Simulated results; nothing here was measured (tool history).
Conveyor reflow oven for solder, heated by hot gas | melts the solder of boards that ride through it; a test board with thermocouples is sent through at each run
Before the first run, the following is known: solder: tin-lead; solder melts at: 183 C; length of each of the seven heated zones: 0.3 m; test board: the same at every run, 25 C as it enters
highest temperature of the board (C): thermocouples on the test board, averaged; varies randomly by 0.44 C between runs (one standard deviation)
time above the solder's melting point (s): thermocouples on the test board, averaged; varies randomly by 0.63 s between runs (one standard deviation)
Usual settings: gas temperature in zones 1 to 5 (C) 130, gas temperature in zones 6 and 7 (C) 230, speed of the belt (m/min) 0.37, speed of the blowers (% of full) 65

run	day	gas temperature in zones 1 to 5 (C)	gas temperature in zones 6 and 7 (C)	speed of the belt (m/min)	speed of the blowers (% of full)	highest temperature of the board (C)	time above the solder's melting point (s)
1	0	130	230	0.37	65	214.2	68.5
2	1.921	130	230	0.401	65	211.6	58.5
3	2.796	130	230	0.401	65	211.9	57.8
4	4.225	117	230	0.401	65	209.7	51
5	5.6	129	230	0.401	65	211.1	57.6
6	6.825	129	230	0.401	65	211.1	57.8
7	8.183	130	230	0.37	65	214	66.5
8	9.733	130	230	0.37	65	214.6	66.9
9	11.612	130	230	0.37	85	218.4	73.2
10	13.396	130	230	0.37	85	218.6	72.9
11	14.475	130	230	0.37	85	218.1	73.4
12	15.658	130	230	0.37	65	213.3	67
13	17.154	130	230	0.37	65	214.3	66.8
14	18.75	130	230	0.37	65	214.2	66.8
15	19.596	130	230	0.37	63	213.3	65.9
16	20.958	130	230	0.37	63	212.9	65.5
17	22.571	130	230	0.316	65	218.5	86.5
18	23.588	128	230	0.316	83	221.5	91.8
19	24.442	130	230	0.348	65	216.1	73.2
20	25.479	118	228	0.381	73	211.4	57.5
21	26.512	118	228	0.381	73	210.6	57.9
22	27.742	134	228	0.348	73	216	76.6
23	29.317	132	237	0.378	84	223	76.5
24	30.217	132	237	0.378	84	224.2	77.4
25	32.112	129	242	0.364	62	222.5	77.6
26	33.35	130	230	0.316	60	217	84.1
# day 34.183: flux residue cleaned out of gas plates and filters
27	34.912	122	227	0.37	50	205.6	52.8
28	36.362	122	233	0.37	50	210.5	58.9
29	37.442	122	233	0.367	84	221.7	73.2
30	39.312	122	233	0.367	84	221.6	74.4
31	41.108	122	233	0.367	84	222.1	72.6

Pick out some run-to-run changes in highest temperature of the board (C). Of each, how much would a tool without hidden state show as well, from the settings, what came in and chance, and how much is left for the hidden state and any gauge scatter not in both results compared?
Hidden state present: heat that the gas passes to the board, % of a clean oven's; belt's true speed, % of the reading; true gas temperature in zones 6 and 7 over the reading, C; drift of the gauge itself on peak_c, C; drift of the gauge itself on liquid_s, %.
Run 21 -> 22: gas temperature in zones 1 to 5 (C) 118 -> 134, speed of the belt (m/min) 0.381 -> 0.348. highest temperature of the board (C) +5.4: hidden state +0.4, all else +5.
Run 22 -> 23: gas temperature in zones 1 to 5 (C) 134 -> 132, gas temperature in zones 6 and 7 (C) 228 -> 237, speed of the belt (m/min) 0.348 -> 0.378, speed of the blowers (% of full) 73 -> 84. highest temperature of the board (C) +7: hidden state -0.4, all else +7.4.
Run 26 -> 27: gas temperature in zones 1 to 5 (C) 130 -> 122, gas temperature in zones 6 and 7 (C) 230 -> 227, speed of the belt (m/min) 0.316 -> 0.37, speed of the blowers (% of full) 60 -> 50, flux residue cleaned out of gas plates and filters. highest temperature of the board (C) -11.4: hidden state +1.5, all else -12.9.
Run 28 -> 29: speed of the belt (m/min) 0.37 -> 0.367, speed of the blowers (% of full) 50 -> 84. highest temperature of the board (C) +11.2: hidden state -0.1, all else +11.3.

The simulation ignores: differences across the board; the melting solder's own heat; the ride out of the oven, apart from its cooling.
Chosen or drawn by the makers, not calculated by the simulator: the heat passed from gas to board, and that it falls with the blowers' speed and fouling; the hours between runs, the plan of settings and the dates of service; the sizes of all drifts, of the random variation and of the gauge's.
